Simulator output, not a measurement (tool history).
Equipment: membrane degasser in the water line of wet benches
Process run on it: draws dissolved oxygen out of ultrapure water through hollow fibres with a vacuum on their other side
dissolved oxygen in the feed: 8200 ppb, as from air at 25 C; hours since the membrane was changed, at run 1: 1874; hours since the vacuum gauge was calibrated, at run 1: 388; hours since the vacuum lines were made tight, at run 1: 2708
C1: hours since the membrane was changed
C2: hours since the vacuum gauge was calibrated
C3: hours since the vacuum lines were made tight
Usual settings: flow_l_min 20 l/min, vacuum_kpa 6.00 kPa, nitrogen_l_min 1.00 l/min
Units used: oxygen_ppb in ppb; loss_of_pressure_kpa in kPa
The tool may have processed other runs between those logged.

{"run": 1, "hour": 0.0, "flow_l_min": 20, "vacuum_kpa": 6.0, "nitrogen_l_min": 1.0, "C1": 1874, "C2": 388, "C3": 2708, "oxygen_ppb": 335.4, "loss_of_pressure_kpa": 48.81}
{"run": 2, "hour": 53.1, "flow_l_min": 20, "vacuum_kpa": 6.0, "nitrogen_l_min": 1.0, "C1": 1927, "C2": 442, "C3": 2761, "oxygen_ppb": 335.1, "loss_of_pressure_kpa": 49.31}
{"run": 3, "hour": 106.7, "flow_l_min": 20, "vacuum_kpa": 3.8, "nitrogen_l_min": 1.0, "C1": 1980, "C2": 495, "C3": 2814, "oxygen_ppb": 241.9, "loss_of_pressure_kpa": 48.66}
{"run": 4, "hour": 171.9, "flow_l_min": 20, "vacuum_kpa": 6.0, "nitrogen_l_min": 1.0, "C1": 2045, "C2": 560, "C3": 2880, "oxygen_ppb": 343.6, "loss_of_pressure_kpa": 48.88}
{"run": 5, "hour": 255.6, "flow_l_min": 20, "vacuum_kpa": 6.0, "nitrogen_l_min": 1.0, "C1": 2129, "C2": 644, "C3": 2963, "oxygen_ppb": 335.4, "loss_of_pressure_kpa": 49.12}
{"run": 6, "hour": 319.1, "flow_l_min": 24, "vacuum_kpa": 6.0, "nitrogen_l_min": 1.0, "C1": 2193, "C2": 708, "C3": 3027, "oxygen_ppb": 439.1, "loss_of_pressure_kpa": 58.86}
{"run": 7, "hour": 363.4, "flow_l_min": 24, "vacuum_kpa": 6.0, "nitrogen_l_min": 1.0, "C1": 2237, "C2": 752, "C3": 3071, "oxygen_ppb": 439.9, "loss_of_pressure_kpa": 59.17}
{"run": 8, "hour": 415.5, "flow_l_min": 24, "vacuum_kpa": 6.0, "nitrogen_l_min": 1.0, "C1": 2289, "C2": 804, "C3": 3123, "oxygen_ppb": 438.0, "loss_of_pressure_kpa": 58.9}
{"run": 9, "hour": 500.4, "flow_l_min": 24, "vacuum_kpa": 6.0, "nitrogen_l_min": 1.0, "C1": 2374, "C2": 889, "C3": 3208, "oxygen_ppb": 437.8, "loss_of_pressure_kpa": 59.01}
{"run": 10, "hour": 575.0, "flow_l_min": 24, "vacuum_kpa": 6.0, "nitrogen_l_min": 1.0, "C1": 2449, "C2": 964, "C3": 3283, "oxygen_ppb": 436.9, "loss_of_pressure_kpa": 59.01}
{"run": 11, "hour": 664.2, "flow_l_min": 24, "vacuum_kpa": 6.0, "nitrogen_l_min": 1.0, "C1": 2538, "C2": 1053, "C3": 3372, "oxygen_ppb": 441.2, "loss_of_pressure_kpa": 58.88}
{"run": 12, "hour": 741.9, "flow_l_min": 24, "vacuum_kpa": 6.0, "nitrogen_l_min": 1.0, "C1": 2615, "C2": 1130, "C3": 3450, "oxygen_ppb": 441.9, "loss_of_pressure_kpa": 59.37}
{"run": 13, "hour": 780.4, "flow_l_min": 24, "vacuum_kpa": 6.0, "nitrogen_l_min": 1.0, "C1": 2654, "C2": 1169, "C3": 3488, "oxygen_ppb": 441.5, "loss_of_pressure_kpa": 58.86}
{"run": 14, "hour": 866.2, "flow_l_min": 24, "vacuum_kpa": 6.0, "nitrogen_l_min": 1.0, "C1": 2740, "C2": 1255, "C3": 3574, "oxygen_ppb": 436.8, "loss_of_pressure_kpa": 59.27}
{"run": 15, "hour": 952.8, "flow_l_min": 22, "vacuum_kpa": 3.63, "nitrogen_l_min": 0.81, "C1": 2826, "C2": 1341, "C3": 3661, "oxygen_ppb": 284.8, "loss_of_pressure_kpa": 54.28}
{"run": 16, "hour": 1001.6, "flow_l_min": 25, "vacuum_kpa": 10.78, "nitrogen_l_min": 0.75, "C1": 2875, "C2": 1390, "C3": 3709, "oxygen_ppb": 802.9, "loss_of_pressure_kpa": 61.22}
{"run": 17, "hour": 1056.7, "flow_l_min": 16, "vacuum_kpa": 6.0, "nitrogen_l_min": 2.03, "C1": 2930, "C2": 1445, "C3": 3764, "oxygen_ppb": 197.7, "loss_of_pressure_kpa": 39.24}
{"run": 18, "hour": 1095.7, "flow_l_min": 25, "vacuum_kpa": 6.0, "nitrogen_l_min": 0.45, "C1": 2969, "C2": 1484, "C3": 3804, "oxygen_ppb": 581.7, "loss_of_pressure_kpa": 61.32}
{"run": 19, "hour": 1172.7, "flow_l_min": 16, "vacuum_kpa": 3.97, "nitrogen_l_min": 0.85, "C1": 3046, "C2": 1561, "C3": 3880, "oxygen_ppb": 175.0, "loss_of_pressure_kpa": 39.32}
{"run": 20, "hour": 1235.8, "flow_l_min": 16, "vacuum_kpa": 3.97, "nitrogen_l_min": 0.85, "C1": 3109, "C2": 1624, "C3": 3944, "oxygen_ppb": 179.2, "loss_of_pressure_kpa": 38.95}
{"run": 21, "hour": 1316.2, "flow_l_min": 21, "vacuum_kpa": 13.02, "nitrogen_l_min": 1.0, "C1": 3190, "C2": 1705, "C3": 4024, "oxygen_ppb": 670.0, "loss_of_pressure_kpa": 51.64}
{"run": 22, "hour": 1369.6, "flow_l_min": 20, "vacuum_kpa": 4.98, "nitrogen_l_min": 0.57, "C1": 3243, "C2": 1758, "C3": 4077, "oxygen_ppb": 341.8, "loss_of_pressure_kpa": 49.5}
{"run": 23, "hour": 1436.4, "flow_l_min": 23, "vacuum_kpa": 4.66, "nitrogen_l_min": 1.56, "C1": 3310, "C2": 1825, "C3": 4144, "oxygen_ppb": 329.7, "loss_of_pressure_kpa": 56.53}
{"run": 24, "hour": 1483.9, "flow_l_min": 28, "vacuum_kpa": 6.0, "nitrogen_l_min": 1.0, "C1": 3357, "C2": 1872, "C3": 4192, "oxygen_ppb": 542.1, "loss_of_pressure_kpa": 69.26}
{"run": 25, "hour": 1520.8, "flow_l_min": 26, "vacuum_kpa": 10.3, "nitrogen_l_min": 1.0, "C1": 3394, "C2": 1909, "C3": 4229, "oxygen_ppb": 715.0, "loss_of_pressure_kpa": 64.43}

5 options for the next run, each taken on its own from the tool as it stands now. Forecast them:
{"run": "A", "hour": 1591.1, "flow_l_min": 30, "vacuum_kpa": 8.66, "nitrogen_l_min": 1.0, "C1": 3465, "C2": 1980, "C3": 4299, "oxygen_ppb": "?", "loss_of_pressure_kpa": "?"}
{"run": "B", "hour": 1591.1, "flow_l_min": 22, "vacuum_kpa": 8.59, "nitrogen_l_min": 1.0, "C1": 3465, "C2": 1980, "C3": 4299, "oxygen_ppb": "?", "loss_of_pressure_kpa": "?"}
{"run": "C", "hour": 1591.1, "flow_l_min": 31, "vacuum_kpa": 6.0, "nitrogen_l_min": 1.0, "C1": 3465, "C2": 1980, "C3": 4299, "oxygen_ppb": "?", "loss_of_pressure_kpa": "?"}
{"run": "D", "hour": 1591.1, "flow_l_min": 30, "vacuum_kpa": 12.74, "nitrogen_l_min": 1.79, "C1": 3465, "C2": 1980, "C3": 4299, "oxygen_ppb": "?", "loss_of_pressure_kpa": "?"}
{"run": "E", "hour": 1591.1, "flow_l_min": 20, "vacuum_kpa": 4.99, "nitrogen_l_min": 1.0, "C1": 3465, "C2": 1980, "C3": 4299, "oxygen_ppb": "?", "loss_of_pressure_kpa": "?"}

run=A oxygen_ppb=749.3 loss_of_pressure_kpa=74.55
run=B oxygen_ppb=509.6 loss_of_pressure_kpa=54.35
run=C oxygen_ppb=616.7 loss_of_pressure_kpa=76.71
run=D oxygen_ppb=762.8 loss_of_pressure_kpa=74.44
run=E oxygen_ppb=303.9 loss_of_pressure_kpa=49.42
Without the tool's unlogged condition, the same runs would have read:
run=A oxygen_ppb=728.2 loss_of_pressure_kpa=73.36
run=B oxygen_ppb=492.7 loss_of_pressure_kpa=53.48
run=C oxygen_ppb=595.8 loss_of_pressure_kpa=75.48
run=D oxygen_ppb=739.6 loss_of_pressure_kpa=73.25
run=E oxygen_ppb=290.1 loss_of_pressure_kpa=48.63

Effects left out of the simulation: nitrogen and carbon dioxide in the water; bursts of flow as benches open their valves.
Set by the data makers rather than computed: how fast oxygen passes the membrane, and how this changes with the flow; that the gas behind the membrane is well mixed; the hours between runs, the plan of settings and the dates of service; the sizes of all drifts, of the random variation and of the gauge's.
